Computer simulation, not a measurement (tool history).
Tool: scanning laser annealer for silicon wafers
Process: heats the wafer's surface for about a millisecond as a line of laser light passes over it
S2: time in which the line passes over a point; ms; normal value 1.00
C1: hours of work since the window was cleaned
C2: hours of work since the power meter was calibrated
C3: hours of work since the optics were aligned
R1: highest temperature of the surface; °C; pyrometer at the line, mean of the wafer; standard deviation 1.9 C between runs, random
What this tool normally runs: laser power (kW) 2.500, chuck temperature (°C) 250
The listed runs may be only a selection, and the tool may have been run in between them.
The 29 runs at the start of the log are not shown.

{"run": 30, "day": 60.638, "laser power (kW)": 2.427, "S2": 0.75, "chuck temperature (°C)": 236, "C1": 402, "C2": 964, "C3": 447, "R1": 898}
{"day": 63.792, "done": "window over the wafer cleaned"}
{"run": 31, "day": 63.804, "laser power (kW)": 2.427, "S2": 1.05, "chuck temperature (°C)": 217, "C1": 0, "C2": 1003, "C3": 487, "R1": 1049}
{"run": 32, "day": 66.9, "laser power (kW)": 2.151, "S2": 0.99, "chuck temperature (°C)": 217, "C1": 40, "C2": 1043, "C3": 527, "R1": 922}
{"run": 33, "day": 69.083, "laser power (kW)": 2.316, "S2": 1.03, "chuck temperature (°C)": 279, "C1": 68, "C2": 1071, "C3": 554, "R1": 1056}
{"run": 34, "day": 70.825, "laser power (kW)": 2.316, "S2": 1.03, "chuck temperature (°C)": 279, "C1": 90, "C2": 1093, "C3": 577, "R1": 1055}
{"run": 35, "day": 73.762, "laser power (kW)": 2.316, "S2": 1.03, "chuck temperature (°C)": 279, "C1": 128, "C2": 1131, "C3": 614, "R1": 1050}
{"run": 36, "day": 75.412, "laser power (kW)": 2.382, "S2": 1.0, "chuck temperature (°C)": 246, "C1": 149, "C2": 1152, "C3": 636, "R1": 1029}
{"run": 37, "day": 76.908, "laser power (kW)": 2.5, "S2": 0.88, "chuck temperature (°C)": 211, "C1": 168, "C2": 1171, "C3": 655, "R1": 974}
{"run": 38, "day": 79.779, "laser power (kW)": 2.177, "S2": 0.87, "chuck temperature (°C)": 225, "C1": 205, "C2": 1208, "C3": 692, "R1": 877}
{"run": 39, "day": 82.862, "laser power (kW)": 2.161, "S2": 1.0, "chuck temperature (°C)": 268, "C1": 245, "C2": 1248, "C3": 731, "R1": 964}
{"run": 40, "day": 86.029, "laser power (kW)": 2.583, "S2": 0.79, "chuck temperature (°C)": 279, "C1": 285, "C2": 1288, "C3": 772, "R1": 1013}
{"run": 41, "day": 88.321, "laser power (kW)": 2.459, "S2": 0.78, "chuck temperature (°C)": 280, "C1": 315, "C2": 1318, "C3": 801, "R1": 974}

Forecast each of these 3 alternatives for the next run:
{"run": "A", "day": 90.392, "laser power (kW)": 2.5, "S2": 1.05, "chuck temperature (°C)": 250, "C1": 341, "C2": 1344, "C3": 828, "R1": "?"}
{"run": "B", "day": 90.392, "laser power (kW)": 2.614, "S2": 1.0, "chuck temperature (°C)": 257, "C1": 341, "C2": 1344, "C3": 828, "R1": "?"}
{"run": "C", "day": 90.392, "laser power (kW)": 2.349, "S2": 0.73, "chuck temperature (°C)": 250, "C1": 341, "C2": 1344, "C3": 828, "R1": "?"}

run=A R1=1079
run=B R1=1105
run=C R1=882
Take away the tool's hidden state, keep each run's random variation, and the runs would have read:
run=A R1=1110
run=B R1=1137
run=C R1=906

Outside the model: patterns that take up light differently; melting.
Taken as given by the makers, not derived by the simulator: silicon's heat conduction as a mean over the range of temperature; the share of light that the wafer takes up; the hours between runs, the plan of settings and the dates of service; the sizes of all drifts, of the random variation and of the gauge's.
